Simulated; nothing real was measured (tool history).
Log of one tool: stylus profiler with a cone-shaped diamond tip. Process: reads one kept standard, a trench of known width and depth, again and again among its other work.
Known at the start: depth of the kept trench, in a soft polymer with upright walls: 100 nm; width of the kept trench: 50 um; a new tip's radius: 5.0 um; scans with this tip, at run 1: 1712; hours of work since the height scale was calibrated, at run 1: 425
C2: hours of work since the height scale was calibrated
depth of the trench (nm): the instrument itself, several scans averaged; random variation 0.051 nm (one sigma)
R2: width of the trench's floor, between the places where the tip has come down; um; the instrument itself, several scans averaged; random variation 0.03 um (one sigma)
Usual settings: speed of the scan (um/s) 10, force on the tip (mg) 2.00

Run 1, hour 0.0: usual settings; scans with this tip 1712; C2 425. Result: depth of the trench (nm) 100.67, R2 47.80 um.
Run 2, hour 80.0: usual settings; scans with this tip 1895; C2 470. Result: depth of the trench (nm) 100.67, R2 47.77 um.
Run 3, hour 204.8: usual settings but force on the tip (mg) 1.04; scans with this tip 2179; C2 541. Result: depth of the trench (nm) 100.44, R2 47.65 um.
Run 4, hour 263.4: usual settings; scans with this tip 2313; C2 574. Result: depth of the trench (nm) 100.57, R2 47.67 um.
Run 5, hour 373.9: usual settings but speed of the scan (um/s) 5; scans with this tip 2565; C2 636. Result: depth of the trench (nm) 100.56, R2 47.67 um.
Run 6, hour 452.4: usual settings; scans with this tip 2744; C2 681. Result: depth of the trench (nm) 100.56, R2 47.67 um.
Run 7, hour 575.2: usual settings; scans with this tip 3025; C2 750. Result: depth of the trench (nm) 100.49, R2 47.61 um.
Run 8, hour 633.8: usual settings; scans with this tip 3159; C2 783. Result: depth of the trench (nm) 100.45, R2 47.62 um.
Run 9, hour 713.9: usual settings; scans with this tip 3341; C2 829. Result: depth of the trench (nm) 100.57, R2 47.58 um.
Run 10, hour 839.6: usual settings but speed of the scan (um/s) 9; scans with this tip 3628; C2 900. Result: depth of the trench (nm) 100.50, R2 47.61 um.
At hour 877.2: height scale calibrated on a step standard.
Run 11, hour 939.8: usual settings but speed of the scan (um/s) 9, force on the tip (mg) 4.91; scans with this tip 3856; C2 35. Result: depth of the trench (nm) 100.97, R2 47.57 um.
Run 12, hour 1044.7: usual settings but force on the tip (mg) 2.93; scans with this tip 4095; C2 95. Result: depth of the trench (nm) 100.51, R2 47.54 um.
Run 13, hour 1139.1: usual settings; scans with this tip 4310; C2 148. Result: depth of the trench (nm) 100.33, R2 47.50 um.
Run 14, hour 1226.0: usual settings; scans with this tip 4509; C2 197. Result: depth of the trench (nm) 100.21, R2 47.49 um.
Run 15, hour 1335.8: usual settings; scans with this tip 4760; C2 260. Result: depth of the trench (nm) 100.30, R2 47.45 um.
Run 16, hour 1410.7: usual settings but force on the tip (mg) 1.75; scans with this tip 4930; C2 302. Result: depth of the trench (nm) 100.16, R2 47.43 um.
At hour 1448.8: height scale calibrated on a step standard, once more.
Run 17, hour 1545.9: usual settings but speed of the scan (um/s) 12, force on the tip (mg) 1.75; scans with this tip 5238; C2 55. Result: depth of the trench (nm) 100.68, R2 47.35 um.
Run 18, hour 1678.0: usual settings but speed of the scan (um/s) 12, force on the tip (mg) 1.75; scans with this tip 5539; C2 130. Result: depth of the trench (nm) 100.72, R2 47.37 um.
Run 19, hour 1742.1: usual settings but speed of the scan (um/s) 12, force on the tip (mg) 1.75; scans with this tip 5686; C2 166. Result: depth of the trench (nm) 100.77, R2 47.34 um.
Run 20, hour 1865.2: usual settings; scans with this tip 5966; C2 236. Result: depth of the trench (nm) 100.67, R2 47.35 um.
Run 21, hour 1990.6: usual settings but force on the tip (mg) 3.61; scans with this tip 6253; C2 307. Result: depth of the trench (nm) 101.03, R2 47.41 um.
Run 22, hour 2103.7: usual settings but force on the tip (mg) 3.61; scans with this tip 6511; C2 371. Result: depth of the trench (nm) 101.02, R2 47.27 um.
Run 23, hour 2186.0: usual settings but force on the tip (mg) 3.61; scans with this tip 6699; C2 417. Result: depth of the trench (nm) 101.06, R2 47.32 um.
Run 24, hour 2311.7: usual settings but speed of the scan (um/s) 15, force on the tip (mg) 1.25; scans with this tip 6986; C2 489. Result: depth of the trench (nm) 100.50, R2 47.21 um.
Run 25, hour 2449.9: usual settings but speed of the scan (um/s) 15, force on the tip (mg) 1.25; scans with this tip 7301; C2 567. Result: depth of the trench (nm) 100.37, R2 47.19 um.
Run 26, hour 2518.1: usual settings but speed of the scan (um/s) 15, force on the tip (mg) 1.02; scans with this tip 7457; C2 605. Result: depth of the trench (nm) 100.36, R2 47.19 um.
Run 27, hour 2629.4: usual settings but speed of the scan (um/s) 19, force on the tip (mg) 0.92; scans with this tip 7711; C2 668. Result: depth of the trench (nm) 100.25, R2 47.08 um.
Run 28, hour 2692.4: usual settings but speed of the scan (um/s) 19, force on the tip (mg) 0.92; scans with this tip 7855; C2 704. Result: depth of the trench (nm) 100.28, R2 47.07 um.
Run 29, hour 2778.2: usual settings but speed of the scan (um/s) 4, force on the tip (mg) 2.71; scans with this tip 8050; C2 753. Result: depth of the trench (nm) 100.65, R2 47.20 um.
Run 30, hour 2843.3: usual settings but speed of the scan (um/s) 3, force on the tip (mg) 2.23; scans with this tip 8199; C2 789. Result: depth of the trench (nm) 100.59, R2 47.18 um.
Run 31, hour 2959.6: usual settings but speed of the scan (um/s) 20, force on the tip (mg) 2.52; scans with this tip 8464; C2 855. Result: depth of the trench (nm) 100.72, R2 47.13 um.
Run 32, hour 3017.2: usual settings but speed of the scan (um/s) 16, force on the tip (mg) 4.30; scans with this tip 8596; C2 888. Result: depth of the trench (nm) 101.04, R2 47.11 um.
At hour 3076.4: height scale calibrated on a step standard.
Run 33, hour 3090.8: usual settings but speed of the scan (um/s) 16, force on the tip (mg) 4.30; scans with this tip 8762; C2 8. Result: depth of the trench (nm) 101.26, R2 47.06 um.
Run 34, hour 3155.5: usual settings but speed of the scan (um/s) 4, force on the tip (mg) 2.98; scans with this tip 8910; C2 45. Result: depth of the trench (nm) 101.00, R2 47.08 um.
Run 35, hour 3270.2: usual settings but speed of the scan (um/s) 6, force on the tip (mg) 2.89; scans with this tip 9172; C2 110. Result: depth of the trench (nm) 100.97, R2 47.15 um.
Run 36, hour 3353.4: usual settings but speed of the scan (um/s) 25, force on the tip (mg) 1.42; scans with this tip 9362; C2 157. Result: depth of the trench (nm) 100.51, R2 46.91 um.
Run 37, hour 3445.7: usual settings but force on the tip (mg) 0.81; scans with this tip 9573; C2 209. Result: depth of the trench (nm) 100.31, R2 47.02 um.
Run 38, hour 3529.7: usual settings but speed of the scan (um/s) 4, force on the tip (mg) 5.35; scans with this tip 9764; C2 257. Result: depth of the trench (nm) 101.46, R2 47.02 um.
Run 39, hour 3625.6: usual settings but speed of the scan (um/s) 30, force on the tip (mg) 1.91; scans with this tip 9983; C2 311. Result: depth of the trench (nm) 100.62, R2 46.90 um.
Run 40, hour 3698.5: usual settings but speed of the scan (um/s) 2, force on the tip (mg) 2.92; scans with this tip 10150; C2 352. Result: depth of the trench (nm) 100.91, R2 47.06 um.
Run 41, hour 3779.9: usual settings but speed of the scan (um/s) 14, force on the tip (mg) 5.50; scans with this tip 10335; C2 398. Result: depth of the trench (nm) 101.45, R2 47.02 um.
Run 42, hour 3911.4: usual settings but speed of the scan (um/s) 14, force on the tip (mg) 5.50; scans with this tip 10635; C2 473. Result: depth of the trench (nm) 101.32, R2 46.99 um.
Run 43, hour 4038.7: usual settings but force on the tip (mg) 2.88; scans with this tip 10926; C2 545. Result: depth of the trench (nm) 100.79, R2 46.94 um.
Run 44, hour 4141.6: usual settings but speed of the scan (um/s) 5, force on the tip (mg) 1.62; scans with this tip 11161; C2 603. Result: depth of the trench (nm) 100.40, R2 46.99 um.
Run 45, hour 4260.1: usual settings but speed of the scan (um/s) 20, force on the tip (mg) 0.93; scans with this tip 11431; C2 670. Result: depth of the trench (nm) 100.31, R2 46.74 um.

Measured less the same run without the tool's hidden state. The same run-to-run variation is in both; the gauge's scatter may not be:
The hidden state here: radius of the tip, um; height scale over the true one, %; drift of the gauge itself on depth_nm, %; drift of the gauge itself on floor_um, %.
run  depth of the trench (nm)     R2
  1                     -0.13  -0.19
  2                     -0.15  -0.21
  3                     -0.17  -0.24
  4                     -0.18  -0.25
  5                     -0.20  -0.27
  6                     -0.21  -0.29
  7                     -0.24  -0.32
  8                     -0.25  -0.33
  9                     -0.26  -0.35
 10                     -0.29  -0.39
 11                     -0.45  -0.41
 12                     -0.46  -0.43
 13                     -0.48  -0.44
 14                     -0.50  -0.47
 15                     -0.52  -0.49
 16                     -0.53  -0.51
 17                     +0.01  -0.53
 18                     -0.01  -0.56
 19                     -0.03  -0.57
 20                     -0.04  -0.60
 21                     -0.06  -0.63
 22                     -0.09  -0.65
 23                     -0.11  -0.66
 24                     -0.12  -0.69
 25                     -0.14  -0.71
 26                     -0.16  -0.73
 27                     -0.18  -0.75
 28                     -0.19  -0.76
 29                     -0.21  -0.78
 30                     -0.22  -0.79
 31                     -0.24  -0.81
 32                     -0.25  -0.82
 33                     +0.00  -0.83
 34                     -0.02  -0.84
 35                     -0.04  -0.86
 36                     -0.05  -0.88
 37                     -0.07  -0.89
 38                     -0.08  -0.92
 39                     -0.10  -0.93
 40                     -0.11  -0.94
 41                     -0.12  -0.96
 42                     -0.15  -0.98
 43                     -0.17  -1.00
 44                     -0.19  -1.02
 45                     -0.21  -1.04

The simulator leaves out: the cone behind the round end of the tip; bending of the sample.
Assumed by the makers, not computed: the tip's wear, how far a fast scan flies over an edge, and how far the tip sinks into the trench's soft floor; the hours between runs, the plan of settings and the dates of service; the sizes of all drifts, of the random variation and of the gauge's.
